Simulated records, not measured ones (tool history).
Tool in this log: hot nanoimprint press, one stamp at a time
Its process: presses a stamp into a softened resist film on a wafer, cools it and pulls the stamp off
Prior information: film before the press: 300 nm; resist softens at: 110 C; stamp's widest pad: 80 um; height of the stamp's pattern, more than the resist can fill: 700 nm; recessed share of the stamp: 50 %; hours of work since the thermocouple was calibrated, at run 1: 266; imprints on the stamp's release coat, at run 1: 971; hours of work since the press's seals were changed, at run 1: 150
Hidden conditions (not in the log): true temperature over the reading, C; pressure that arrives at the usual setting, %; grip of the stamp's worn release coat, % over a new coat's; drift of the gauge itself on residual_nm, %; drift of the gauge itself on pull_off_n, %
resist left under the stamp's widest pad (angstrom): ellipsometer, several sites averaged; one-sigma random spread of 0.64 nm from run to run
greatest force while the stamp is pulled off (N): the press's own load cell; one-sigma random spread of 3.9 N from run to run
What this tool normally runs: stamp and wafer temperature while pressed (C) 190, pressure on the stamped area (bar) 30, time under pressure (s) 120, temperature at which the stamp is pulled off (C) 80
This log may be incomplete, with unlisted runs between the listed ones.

run,hour,stamp and wafer temperature while pressed (C),pressure on the stamped area (bar),time under pressure (s),temperature at which the stamp is pulled off (C),hours of work since the thermocouple was calibrated,imprints on the stamp's release coat,hours of work since the press's seals were changed,resist left under the stamp's widest pad (angstrom),greatest force while the stamp is pulled off (N)
1,0,190,30,120,80,266,971,150,1694,191
2,9.9,190,30,120,80,272,995,156,1672,185
3,19.8,190,30,120,86,279,1018,163,1683,160
4,24.4,190,30,120,86,282,1029,166,1686,160
5,33.5,190,39.9,120,80,288,1051,172,1496,196
6,40.7,190,39.9,120,80,292,1068,177,1494,185
7,49.9,190,32.6,120,80,298,1090,183,1629,182
8,58.3,190,30,120,80,304,1109,188,1685,198
9,64.6,190,30,120,80,308,1124,192,1688,187
10,73,190,30,120,80,313,1144,197,1689,182
11,79,190,30,120,80,317,1159,201,1676,187
12,85.7,190,30,120,80,322,1174,206,1701,191
13,91.9,190,30,120,80,326,1189,210,1687,183
14,100,190,30,120,80,331,1208,215,1688,188
15,104.9,190,30,120,80,334,1220,218,1692,185
16,114.9,190,30,120,80,341,1244,225,1695,193
17,123.7,190,30,185,80,346,1265,230,1469,186
18,128.7,190,19.4,120,80,350,1276,234,1998,187
19,133.3,190,47.6,66,80,353,1287,237,1712,182
20,139.2,190,25,66,80,356,1301,240,2152,185
21,144.7,190,23.1,66,80,360,1314,244,2205,200
22,151,190,22,87,80,364,1330,248,2102,190
23,161,190,29.4,120,80,371,1353,255,1712,186
24,167.6,190,43.8,64,85,375,1369,259,1782,164
25,174.7,190,43.8,64,85,380,1386,264,1781,164
# hour 182: stamp cleaned and given a new release coat
26,188.6,179,18.2,64,85,385,15,269,2837,170
27,192.8,187,38.4,129,80,387,25,271,1696,181
28,197.5,187,38.4,129,80,390,36,274,1700,190
29,207.2,198,30,120,80,397,60,281,1235,188

Here are 4 independent what-if runs from the current tool condition. What would each one return?
A,213.2,196,28.8,211,80,401,74,285,?,?
B,213.2,198,30,120,66,401,74,285,?,?
C,213.2,190,30,120,74,401,74,285,?,?
D,213.2,190,31,70,71,401,74,285,?,?

run,resist left under the stamp's widest pad (angstrom),greatest force while the stamp is pulled off (N)
A,1093,181
B,1232,248
C,1706,207
D,1984,225
Without the tool's hidden state the same runs would have given:
run,resist left under the stamp's widest pad (angstrom),greatest force while the stamp is pulled off (N)
A,1074,181
B,1211,248
C,1677,207
D,1950,225

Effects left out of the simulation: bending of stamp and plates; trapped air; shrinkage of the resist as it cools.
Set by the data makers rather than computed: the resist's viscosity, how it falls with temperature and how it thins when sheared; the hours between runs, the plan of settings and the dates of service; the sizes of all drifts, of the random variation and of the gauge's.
